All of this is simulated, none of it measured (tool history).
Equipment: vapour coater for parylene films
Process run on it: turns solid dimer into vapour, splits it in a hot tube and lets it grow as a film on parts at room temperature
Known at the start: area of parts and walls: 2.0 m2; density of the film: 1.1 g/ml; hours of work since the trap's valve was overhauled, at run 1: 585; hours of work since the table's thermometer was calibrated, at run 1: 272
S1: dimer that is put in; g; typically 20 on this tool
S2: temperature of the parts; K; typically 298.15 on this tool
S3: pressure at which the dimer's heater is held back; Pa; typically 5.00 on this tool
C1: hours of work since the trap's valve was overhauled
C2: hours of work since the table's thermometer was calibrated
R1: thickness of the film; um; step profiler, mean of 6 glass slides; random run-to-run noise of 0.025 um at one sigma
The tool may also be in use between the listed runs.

run,hour,S1,S2,S3,C1,C2,R1
1,0.0,20,298.15,5.00,585,272,6.56
2,17.1,20,298.15,5.00,593,280,6.58
3,35.8,20,298.15,5.00,602,289,6.58
4,59.6,20,298.15,5.00,613,301,6.52
5,79.7,20,298.15,5.00,623,310,6.50
6,103.3,20,298.15,5.00,634,321,6.53
7,120.1,20,298.15,2.08,642,329,6.97
8,135.4,20,298.15,2.08,649,337,6.91
9,159.5,20,298.15,2.08,661,348,6.93
10,171.3,20,298.15,2.08,666,354,6.95
11,188.0,11,298.15,5.00,674,362,3.59
12,200.5,27,298.15,7.56,680,367,8.51
# hour 209.8: trap's valve overhauled
13,222.7,27,293.15,7.51,6,376,10.37
14,242.6,20,299.15,3.01,16,386,7.04
15,255.4,20,299.15,3.01,22,392,6.99

Predict the results of run 16:
16,272.5,20,299.15,3.01,30,400,?

{"run 16": {"R1": 6.98}}
Take away the tool's hidden state, keep the run-to-run variation as it was, and the same run would have given R1 7.03 um.

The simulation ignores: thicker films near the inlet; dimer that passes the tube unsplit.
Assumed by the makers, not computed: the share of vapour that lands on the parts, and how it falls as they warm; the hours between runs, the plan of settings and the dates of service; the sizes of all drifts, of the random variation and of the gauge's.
